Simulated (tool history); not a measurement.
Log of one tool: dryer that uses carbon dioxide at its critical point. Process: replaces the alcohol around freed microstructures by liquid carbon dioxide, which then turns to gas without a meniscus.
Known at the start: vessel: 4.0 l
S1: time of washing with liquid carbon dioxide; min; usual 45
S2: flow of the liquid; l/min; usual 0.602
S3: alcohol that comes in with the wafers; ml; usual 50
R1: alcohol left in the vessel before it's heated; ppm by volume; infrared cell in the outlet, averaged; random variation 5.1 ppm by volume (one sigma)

run   hour  S1     S2   S3   R1
  1      0  45  0.602   50   92
  2   11.2  45  0.721   50   46
  3   18.8  45  0.602   50   88
  4   25.2  45  0.602   50   85
  5   36.1  45  0.602   50   84
  6   44.8  45  0.602   50   88
  7     60  45  0.602   50   97
  8   68.1  35  0.602   50  233
  9   79.3  45  0.602   50   93
 10   92.8  45  0.602   50   95
 11  106.7  45  0.602   50  103
 12  120.4  45  0.602   50   94
 13  132.5  45  0.602   50  101
 14  142.6  45  0.602   72  125
 15  150.5  45  0.602   72  134
 16    160  45  0.602   72  140
 17  169.2  45  0.602   50  111
 18    183  45  0.602   23   63
 19  191.4  45  0.602   23   60
 20  203.8  45  0.602  117  202
 21  219.1  45  0.602   40  100
 22  227.1  45  0.602   40   89
 23  236.7  45  0.602   40   90
 24  250.2  45  0.572   50  127
 25  260.3  38  0.572   50  248
 26    267  38  0.572   50  242
     271.2  -- inlet filter changed
 27  280.5  31  0.798  104  218
 28  290.3  33  0.744  104  219
 29  299.4  33  0.744  104  221
 30  312.3  33  0.744  104  218
 31  323.4  33  0.744   42  117
 32  335.9  50  0.602   75   84
 33  345.4  50  0.602   75   78
 34  359.1  50  0.602   75   87
 35  371.7  62  0.602   85   51
 36  382.1  33  0.602   50  259
 37  394.3  33  0.602   50  258
 38  407.4  33  0.602   50  276
 39    414  45  0.895   99   58
 40  421.3  45  0.812   61   61
 41  433.6  60  0.602   99   66
 42  446.1  60  0.602   99   64
 43  452.5  40  0.602   50  134
 44  460.7  45  0.602   71  127
 45  474.5  45  0.602   71  126
 46  487.6  38  0.602   22  103

3 ways to go on from here, each from the tool as it stands after run 46. What would each give?
  A  501.1  58  0.687  82   ?
  B  501.1  42  0.602  52   ?
  C  501.1  53  0.537  24   ?

run   R1
  A   57
  B  131
  C   67
Without the tool's hidden state the same runs would have given:
run  R1
  A  13
  B  72
  C  20

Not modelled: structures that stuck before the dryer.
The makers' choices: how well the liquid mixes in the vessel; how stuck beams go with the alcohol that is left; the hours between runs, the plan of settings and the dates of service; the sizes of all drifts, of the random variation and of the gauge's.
